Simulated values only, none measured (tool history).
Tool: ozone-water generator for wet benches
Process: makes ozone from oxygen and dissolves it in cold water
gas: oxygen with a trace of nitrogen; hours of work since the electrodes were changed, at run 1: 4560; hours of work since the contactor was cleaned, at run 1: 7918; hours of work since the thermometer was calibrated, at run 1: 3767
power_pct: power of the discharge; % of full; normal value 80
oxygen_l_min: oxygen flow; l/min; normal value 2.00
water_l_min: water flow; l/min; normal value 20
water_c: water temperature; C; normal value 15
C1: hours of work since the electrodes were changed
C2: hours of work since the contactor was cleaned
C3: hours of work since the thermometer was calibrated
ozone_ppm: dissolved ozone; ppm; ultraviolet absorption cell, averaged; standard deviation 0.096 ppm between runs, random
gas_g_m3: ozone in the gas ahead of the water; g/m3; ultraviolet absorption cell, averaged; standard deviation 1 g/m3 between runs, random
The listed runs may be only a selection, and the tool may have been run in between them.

Run 1, hour 0.0: usual settings; C1 4560; C2 7918; C3 3767. Result: ozone_ppm 8.13 ppm, gas_g_m3 181.8 g/m3.
Run 2, hour 65.8: usual settings; C1 4620; C2 7979; C3 3827. Result: ozone_ppm 8.30 ppm, gas_g_m3 180.8 g/m3.
Run 3, hour 197.3: usual settings; C1 4741; C2 8100; C3 3948. Result: ozone_ppm 8.34 ppm, gas_g_m3 180.0 g/m3.
At hour 241.4: contactor cleaned.
Run 4, hour 349.0: usual settings but oxygen_l_min 1.58 l/min; C1 4877; C2 99; C3 4084. Result: ozone_ppm 7.95 ppm, gas_g_m3 209.2 g/m3.
At hour 376.5: water thermometer calibrated.
Run 5, hour 490.7: usual settings; C1 5006; C2 229; C3 105. Result: ozone_ppm 8.25 ppm, gas_g_m3 181.8 g/m3.
Run 6, hour 572.2: usual settings; C1 5081; C2 303; C3 180. Result: ozone_ppm 8.25 ppm, gas_g_m3 181.1 g/m3.
Run 7, hour 720.4: usual settings; C1 5217; C2 440; C3 316. Result: ozone_ppm 8.44 ppm, gas_g_m3 181.7 g/m3.
Run 8, hour 805.2: usual settings; C1 5295; C2 518; C3 394. Result: ozone_ppm 8.28 ppm, gas_g_m3 180.8 g/m3.
Run 9, hour 942.5: usual settings but water_l_min 18 l/min; C1 5422; C2 644; C3 520. Result: ozone_ppm 9.46 ppm, gas_g_m3 180.7 g/m3.
Run 10, hour 1015.0: usual settings; C1 5488; C2 710; C3 587. Result: ozone_ppm 8.37 ppm, gas_g_m3 180.8 g/m3.
Run 11, hour 1119.3: usual settings; C1 5584; C2 806; C3 683. Result: ozone_ppm 8.25 ppm, gas_g_m3 180.4 g/m3.
Run 12, hour 1232.5: usual settings but oxygen_l_min 3.37 l/min; C1 5688; C2 910; C3 787. Result: ozone_ppm 8.85 ppm, gas_g_m3 131.2 g/m3.
Run 13, hour 1304.4: usual settings but oxygen_l_min 3.37 l/min; C1 5754; C2 976; C3 853. Result: ozone_ppm 8.82 ppm, gas_g_m3 131.0 g/m3.
Run 14, hour 1366.2: usual settings but power_pct 64 % of full, oxygen_l_min 2.13 l/min, water_l_min 13 l/min, water_c 8 C; C1 5811; C2 1033; C3 910. Result: ozone_ppm 12.21 ppm, gas_g_m3 149.2 g/m3.
Run 15, hour 1499.5: usual settings but power_pct 75 % of full, oxygen_l_min 1.27 l/min, water_l_min 21 l/min, water_c 22 C; C1 5933; C2 1156; C3 1032. Result: ozone_ppm 6.49 ppm, gas_g_m3 227.1 g/m3.
Run 16, hour 1619.0: usual settings but power_pct 40 % of full, oxygen_l_min 1.15 l/min, water_l_min 13 l/min; C1 6043; C2 1265; C3 1142. Result: ozone_ppm 7.48 ppm, gas_g_m3 157.0 g/m3.
Run 17, hour 1754.1: usual settings but power_pct 45 % of full, water_l_min 25 l/min, water_c 11 C; C1 6167; C2 1390; C3 1266. Result: ozone_ppm 4.34 ppm, gas_g_m3 123.1 g/m3.
Run 18, hour 1893.2: usual settings but power_pct 45 % of full, water_l_min 25 l/min, water_c 11 C; C1 6295; C2 1517; C3 1394. Result: ozone_ppm 4.45 ppm, gas_g_m3 121.1 g/m3.
Run 19, hour 2029.0: usual settings but power_pct 73 % of full, water_l_min 14 l/min; C1 6420; C2 1642; C3 1519. Result: ozone_ppm 11.38 ppm, gas_g_m3 168.7 g/m3.
Run 20, hour 2116.1: usual settings but power_pct 73 % of full, water_l_min 14 l/min; C1 6500; C2 1722; C3 1599. Result: ozone_ppm 11.42 ppm, gas_g_m3 168.7 g/m3.
Run 21, hour 2217.0: usual settings but oxygen_l_min 1.50 l/min; C1 6593; C2 1815; C3 1691. Result: ozone_ppm 7.71 ppm, gas_g_m3 215.1 g/m3.
Run 22, hour 2283.6: usual settings but oxygen_l_min 1.50 l/min, water_l_min 23 l/min, water_c 14 C; C1 6654; C2 1876; C3 1753. Result: ozone_ppm 6.66 ppm, gas_g_m3 216.3 g/m3.
Run 23, hour 2402.4: usual settings but power_pct 43 % of full, oxygen_l_min 1.81 l/min, water_c 14 C; C1 6763; C2 1985; C3 1862. Result: ozone_ppm 5.26 ppm, gas_g_m3 126.3 g/m3.

Here are 4 independent what-if runs from the current tool condition. What would each one return?
Run A, hour 2526.1: usual settings but power_pct 49 % of full, water_c 11 C; C1 6877; C2 2099; C3 1975. Result: ozone_ppm ?, gas_g_m3 ?.
Run B, hour 2526.1: usual settings but power_pct 55 % of full, oxygen_l_min 2.40 l/min, water_c 16 C; C1 6877; C2 2099; C3 1975. Result: ozone_ppm ?, gas_g_m3 ?.
Run C, hour 2526.1: usual settings but power_pct 73 % of full, water_l_min 15 l/min, water_c 20 C; C1 6877; C2 2099; C3 1975. Result: ozone_ppm ?, gas_g_m3 ?.
Run D, hour 2526.1: usual settings but oxygen_l_min 2.76 l/min, water_l_min 19 l/min; C1 6877; C2 2099; C3 1975. Result: ozone_ppm ?, gas_g_m3 ?.

run  ozone_ppm  gas_g_m3
  A       5.99     128.1
  B       6.58     125.5
  C      10.12     169.8
  D       9.14     148.8
Had the tool no hidden state, the same runs would have come out as:
run  ozone_ppm  gas_g_m3
  A       6.00     128.2
  B       6.59     125.6
  C      10.14     170.0
  D       9.16     148.9
